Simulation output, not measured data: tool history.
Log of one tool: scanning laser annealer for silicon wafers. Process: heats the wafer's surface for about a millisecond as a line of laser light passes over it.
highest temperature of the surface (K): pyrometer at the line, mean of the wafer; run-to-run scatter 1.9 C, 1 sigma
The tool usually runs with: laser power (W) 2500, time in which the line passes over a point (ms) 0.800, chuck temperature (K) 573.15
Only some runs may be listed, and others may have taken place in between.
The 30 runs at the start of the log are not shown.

| run | hour | laser power (W) | time in which the line passes over a point (ms) | chuck temperature (K) | highest temperature of the surface (K) |
|---|---|---|---|---|---|
| 31 | 1801.4 | 2712 | 0.896 | 579.15 | 1466.15 |
| 32 | 1878.6 | 2712 | 0.907 | 535.15 | 1427.15 |
| 33 | 1943.5 | 2153 | 0.583 | 573.15 | 1149.15 |
| 34 | 2014.1 | 2265 | 0.986 | 610.15 | 1389.15 |
| 35 | 2062.5 | 2500 | 0.961 | 561.15 | 1399.15 |
| 36 | 2101.9 | 2183 | 0.800 | 573.15 | 1247.15 |
| 37 | 2137.8 | 2722 | 0.808 | 558.15 | 1391.15 |
| 38 | 2183.8 | 2722 | 0.808 | 558.15 | 1385.15 |
| 39 | 2262.8 | 2500 | 0.838 | 573.15 | 1346.15 |
| 40 | 2319.6 | 2500 | 0.877 | 573.15 | 1360.15 |

What if the next run were any one of these 4? Each begins from the tool's condition after run 40:
| A | 2367.8 | 2442 | 0.768 | 571.15 | ? |
| B | 2367.8 | 2500 | 0.719 | 573.15 | ? |
| C | 2367.8 | 2500 | 0.799 | 551.15 | ? |
| D | 2367.8 | 2641 | 0.710 | 579.15 | ? |

| run | highest temperature of the surface (K) |
|---|---|
| A | 1294.15 |
| B | 1289.15 |
| C | 1303.15 |
| D | 1330.15 |
The same runs, with their run-to-run variation unchanged, on a tool lacking any hidden condition would have given:
| run | highest temperature of the surface (K) |
|---|---|
| A | 1346.15 |
| B | 1341.15 |
| C | 1357.15 |
| D | 1385.15 |

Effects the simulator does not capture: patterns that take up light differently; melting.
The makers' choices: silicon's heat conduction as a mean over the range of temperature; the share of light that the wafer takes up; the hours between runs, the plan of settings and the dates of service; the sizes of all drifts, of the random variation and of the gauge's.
